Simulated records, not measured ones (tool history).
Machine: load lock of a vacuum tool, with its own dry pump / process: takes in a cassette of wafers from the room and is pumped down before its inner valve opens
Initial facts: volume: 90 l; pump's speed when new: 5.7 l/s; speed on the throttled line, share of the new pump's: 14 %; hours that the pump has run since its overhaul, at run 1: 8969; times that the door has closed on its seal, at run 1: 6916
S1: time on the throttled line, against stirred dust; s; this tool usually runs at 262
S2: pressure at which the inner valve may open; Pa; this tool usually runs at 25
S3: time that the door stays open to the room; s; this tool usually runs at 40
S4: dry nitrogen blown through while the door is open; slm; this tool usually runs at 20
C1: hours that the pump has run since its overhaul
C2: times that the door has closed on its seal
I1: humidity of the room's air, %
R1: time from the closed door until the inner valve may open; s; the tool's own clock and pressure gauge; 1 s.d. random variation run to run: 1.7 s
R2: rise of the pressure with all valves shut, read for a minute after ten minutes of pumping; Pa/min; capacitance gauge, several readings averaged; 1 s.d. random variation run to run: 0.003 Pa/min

| run | day | S1 | S2 | S3 | S4 | C1 | C2 | I1 | R1 | R2 |
|---|---|---|---|---|---|---|---|---|---|---|
| 1 | 0.000 | 262 | 25 | 40 | 20 | 8969 | 6916 | 46.0 | 357.8 | 0.015 |
| 2 | 4.908 | 262 | 25 | 40 | 20 | 9087 | 7220 | 45.7 | 359.2 | 0.014 |
| 3 | 12.975 | 262 | 25 | 40 | 20 | 9280 | 7720 | 41.9 | 360.2 | 0.017 |
| 4 | 19.804 | 262 | 25 | 49 | 20 | 9444 | 8143 | 43.3 | 358.3 | 0.018 |
| 5 | 26.333 | 262 | 25 | 43 | 20 | 9601 | 8547 | 44.0 | 358.3 | 0.017 |
| 6 | 30.462 | 262 | 25 | 43 | 20 | 9700 | 8803 | 43.6 | 358.9 | 0.015 |
| 7 | 39.329 | 262 | 25 | 43 | 20 | 9913 | 9353 | 45.0 | 359.9 | 0.015 |
| 8 | 46.229 | 262 | 25 | 105 | 20 | 10079 | 9780 | 45.3 | 360.3 | 0.016 |
| 9 | 54.567 | 211 | 25 | 40 | 20 | 10279 | 10297 | 43.7 | 314.9 | 0.013 |
| 10 | 63.658 | 211 | 25 | 40 | 20 | 10497 | 10860 | 44.5 | 312.6 | 0.015 |
| 11 | 68.946 | 262 | 25 | 40 | 20 | 10624 | 11188 | 47.6 | 356.8 | 0.019 |
| 12 | 74.958 | 262 | 25 | 40 | 20 | 10768 | 11560 | 41.2 | 360.4 | 0.015 |
| 13 | 81.621 | 262 | 25 | 125 | 20 | 10928 | 11973 | 43.6 | 362.8 | 0.019 |

What does the tool deliver on the next run?
| 14 | 87.138 | 262 | 25 | 27 | 15 | 11060 | 12315 | 46.5 | ? | ? |

R1: 358.2 s
R2: 0.017 Pa/min
If the tool had no hidden condition, the same run with the same run-to-run variation would have returned R1 358.1 s, R2 0.017 Pa/min.

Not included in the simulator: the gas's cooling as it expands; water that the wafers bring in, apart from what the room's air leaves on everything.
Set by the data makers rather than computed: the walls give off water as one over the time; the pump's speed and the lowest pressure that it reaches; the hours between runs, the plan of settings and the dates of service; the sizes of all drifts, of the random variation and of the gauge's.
